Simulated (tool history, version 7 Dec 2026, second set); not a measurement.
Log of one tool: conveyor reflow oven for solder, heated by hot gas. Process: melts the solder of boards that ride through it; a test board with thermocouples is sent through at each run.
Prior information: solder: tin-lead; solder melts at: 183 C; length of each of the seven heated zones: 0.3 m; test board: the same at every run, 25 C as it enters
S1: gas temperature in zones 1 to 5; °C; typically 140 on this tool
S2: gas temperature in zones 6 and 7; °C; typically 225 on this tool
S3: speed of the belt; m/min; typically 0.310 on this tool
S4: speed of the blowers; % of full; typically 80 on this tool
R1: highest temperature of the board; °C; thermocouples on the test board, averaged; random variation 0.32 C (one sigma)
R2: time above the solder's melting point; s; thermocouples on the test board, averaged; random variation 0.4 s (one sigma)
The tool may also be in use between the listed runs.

run    hour   S1   S2     S3  S4     R1     R2
  1     0.0  140  225  0.310  80  216.8   91.4
  2    62.7  140  225  0.310  51  209.9   79.7
  3   105.6  140  225  0.310  80  217.1   90.2
  4   188.2  140  225  0.310  80  216.6   90.7
  5   258.9  140  225  0.310  80  217.5   91.3
  6   316.5  140  225  0.310  80  217.5   90.9
  7   380.8  155  225  0.310  80  219.5  101.4
  8   441.0  155  225  0.310  80  218.7  101.5
  9   512.5  155  225  0.310  80  218.8  101.7
 10   590.1  155  225  0.310  80  218.7  101.7
 11   630.8  140  237  0.310  80  228.1  100.7
 12   703.2  140  237  0.310  80  228.5  101.1
 13   773.7  140  237  0.310  80  227.9  100.8
 14   851.0  140  215  0.310  80  207.4   79.3
 15   897.7  140  215  0.310  80  208.0   78.3
      942.6  -- flux residue cleaned out of gas plates and filters
 16   965.1  154  217  0.318  80  212.5   92.9
 17  1027.4  154  217  0.318  80  212.7   92.7
 18  1088.5  154  217  0.318  80  211.9   91.5
 19  1139.1  125  230  0.318  80  220.7   85.3
 20  1209.5  125  237  0.318  56  220.8   83.1
     1219.5  -- belt drive overhauled, speed set with a stopwatch
 21  1276.6  129  227  0.310  80  218.5   88.0
 22  1335.6  129  227  0.310  80  219.5   88.2
     1399.5  -- thermocouples of zones 6 and 7 changed
 23  1408.8  145  227  0.310  56  212.9   87.4
 24  1467.9  125  225  0.359  80  208.8   61.1
 25  1511.7  142  228  0.289  80  219.4  102.7
     1564.2  -- belt drive overhauled, speed set with a stopwatch, once more
 26  1606.6  140  240  0.310  88  229.7  102.2
 27  1656.5  146  225  0.310  80  214.7   91.4
 28  1720.1  140  237  0.310  81  225.6   98.1
 29  1771.3  126  225  0.310  52  205.9   63.9
 30  1836.0  145  225  0.310  80  214.8   90.5

What if the next run were any one of these 3? Each begins from the tool's condition after run 30:
     1897.4  -- flux residue cleaned out of gas plates and filters
  A  1926.1  140  235  0.310  80   ?   ?
     1897.4  -- flux residue cleaned out of gas plates and filters
  B  1926.1  145  222  0.310  80   ?   ?
     1897.4  -- flux residue cleaned out of gas plates and filters
  C  1926.1  143  225  0.281  53   ?   ?

run     R1    R2
  A  225.9  98.1
  B  214.1  90.0
  C  213.6  95.0
Had the tool no hidden state, the same runs would have come out as:
run     R1    R2
  A  225.4  97.7
  B  213.7  89.5
  C  213.2  94.3

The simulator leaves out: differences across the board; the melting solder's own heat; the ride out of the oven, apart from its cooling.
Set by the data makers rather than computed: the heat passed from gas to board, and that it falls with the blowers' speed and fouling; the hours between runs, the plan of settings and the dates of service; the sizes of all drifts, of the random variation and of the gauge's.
